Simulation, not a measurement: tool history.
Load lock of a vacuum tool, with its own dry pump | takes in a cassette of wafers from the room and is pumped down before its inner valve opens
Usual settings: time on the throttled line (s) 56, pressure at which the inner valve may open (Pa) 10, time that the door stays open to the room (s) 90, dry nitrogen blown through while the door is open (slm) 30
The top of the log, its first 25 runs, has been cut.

run	hour	time on the throttled line (s)	pressure at which the inner valve may open (Pa)	time that the door stays open to the room (s)	dry nitrogen blown through while the door is open (slm)	hours that the pump has run since its overhaul	times that the door has closed on its seal	incoming humidity of the room's air, %	time from the closed door until the inner valve may open (s)	rise of the pressure with all valves shut (Pa/min)
26	6172.5	45	17	236	12	8835	40181	46.8	80.4	0.057
27	6473.7	59	11	50	28	9137	41309	44.8	94.2	0.011
28	6704.3	68	20	35	4	9367	42173	45.8	100.9	0.030
29	7054.1	68	13	223	6	9717	43483	43.8	101.7	0.060
30	7314.9	68	13	223	6	9978	44460	47.0	101.6	0.063
31	7540.3	56	13	90	30	10203	45304	45.9	91.6	0.020
32	7737.2	70	9	69	30	10400	46042	45.5	106.6	0.013
33	7976.0	70	9	69	30	10639	46936	42.6	105.8	0.016
34	8264.3	56	11	36	30	10927	48016	45.3	92.3	0.009
35	8458.8	102	18	55	12	11122	48745	50.4	128.8	0.021
36	8665.2	102	18	55	12	11328	49518	46.7	128.7	0.027
37	8860.7	102	13	55	12	11523	50250	41.5	129.6	0.023

Each row is a separate what-if for the run after 37, all from the same tool condition, not one after another. Results?
A	9105.6	66	15	60	12	11768	51168	44.6	?	?
B	9105.6	102	13	123	12	11768	51168	43.4	?	?
C	9105.6	102	15	55	12	11768	51168	46.3	?	?

run	time from the closed door until the inner valve may open (s)	rise of the pressure with all valves shut (Pa/min)
A	100.9	0.026
B	132.1	0.039
C	130.4	0.026
What these runs would have given with no unlogged condition in the tool:
run	time from the closed door until the inner valve may open (s)	rise of the pressure with all valves shut (Pa/min)
A	100.9	0.025
B	132.1	0.038
C	130.3	0.024
